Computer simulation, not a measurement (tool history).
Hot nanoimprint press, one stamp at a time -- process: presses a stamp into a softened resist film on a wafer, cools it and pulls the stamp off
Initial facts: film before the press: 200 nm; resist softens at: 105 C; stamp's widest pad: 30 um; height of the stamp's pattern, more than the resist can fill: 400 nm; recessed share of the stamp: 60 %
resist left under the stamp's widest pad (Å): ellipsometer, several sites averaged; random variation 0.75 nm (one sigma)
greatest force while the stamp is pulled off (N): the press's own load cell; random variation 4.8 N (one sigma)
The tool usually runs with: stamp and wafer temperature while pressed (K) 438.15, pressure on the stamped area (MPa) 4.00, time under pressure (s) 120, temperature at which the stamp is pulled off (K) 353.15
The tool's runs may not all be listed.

run   hour  stamp and wafer temperature while pressed (K)  pressure on the stamped area (MPa)  time under pressure (s)  temperature at which the stamp is pulled off (K)  resist left under the stamp's widest pad (Å)  greatest force while the stamp is pulled off (N)
  1    0.0                                         438.15                                4.00                      120                                            353.15                                           925                                               227
  2   12.8                                         438.15                                4.00                      120                                            353.15                                           937                                               239
  3   24.7                                         438.15                                4.00                      120                                            353.15                                           939                                               238
  4   38.2                                         438.15                                4.00                      120                                            353.15                                           920                                               233
  5   54.1                                         438.15                                4.00                      120                                            353.15                                           938                                               236
  6   66.6                                         438.15                                4.62                      120                                            353.15                                           879                                               243
  7   82.5                                         438.15                                4.62                      120                                            353.15                                           880                                               241
  8   95.0                                         438.15                                4.00                      120                                            353.15                                           940                                               226
  9  103.4                                         438.15                                4.00                      120                                            346.15                                           934                                               277
 10  116.0                                         448.15                                4.00                      120                                            353.15                                           616                                               237
 11  126.2                                         448.15                                4.00                      120                                            353.15                                           616                                               249
 12  141.3                                         448.15                                4.00                      120                                            353.15                                           614                                               239
 13  155.7                                         448.15                                4.96                      120                                            353.15                                           558                                               229
 14  163.2                                         436.15                                4.00                      120                                            353.15                                          1022                                               238
 15  172.8                                         436.15                                4.00                      120                                            353.15                                          1017                                               244
 16  184.8                                         436.15                                4.00                      120                                            353.15                                          1020                                               229
 17  199.9                                         438.15                                2.87                      140                                            353.15                                          1013                                               235
 18  211.4                                         438.15                                3.02                      120                                            353.15                                          1051                                               241
 19  218.8                                         445.15                                4.00                      120                                            353.15                                           708                                               233
 20  226.7                                         445.15                                4.00                      120                                            353.15                                           702                                               243
 21  234.8                                         438.15                                4.20                       70                                            360.15                                          1113                                               209
 22  249.6                                         438.15                                4.14                      120                                            355.15                                           932                                               226
 23  257.8                                         438.15                                3.82                      116                                            349.15                                           964                                               257
 24  271.1                                         438.15                                4.00                      115                                            343.15                                           938                                               288
 25  285.8                                         438.15                                4.00                      115                                            343.15                                           949                                               285
 26  296.3                                         446.15                                3.12                       85                                            361.15                                           868                                               195
 27  307.3                                         445.15                                3.12                       95                                            361.15                                           872                                               196
 28  322.4                                         438.15                                4.00                      180                                            344.15                                           803                                               276
 29  332.6                                         438.15                                4.00                      128                                            359.15                                           912                                               207
 30  344.4                                         438.15                                4.00                      128                                            359.15                                           922                                               211

Put back what was entered between runs (1 entry, withheld): which listed runs does each sit between, and how does the hidden state differ from the listed run before to the listed run after?
After run 25, before run 26: plate thermocouple calibrated (hour 295.2)
  true temperature over the reading, C: -0.03 -> 0.01; grip of the stamp's worn release coat, % over a new coat's: 1.2 -> 1.3

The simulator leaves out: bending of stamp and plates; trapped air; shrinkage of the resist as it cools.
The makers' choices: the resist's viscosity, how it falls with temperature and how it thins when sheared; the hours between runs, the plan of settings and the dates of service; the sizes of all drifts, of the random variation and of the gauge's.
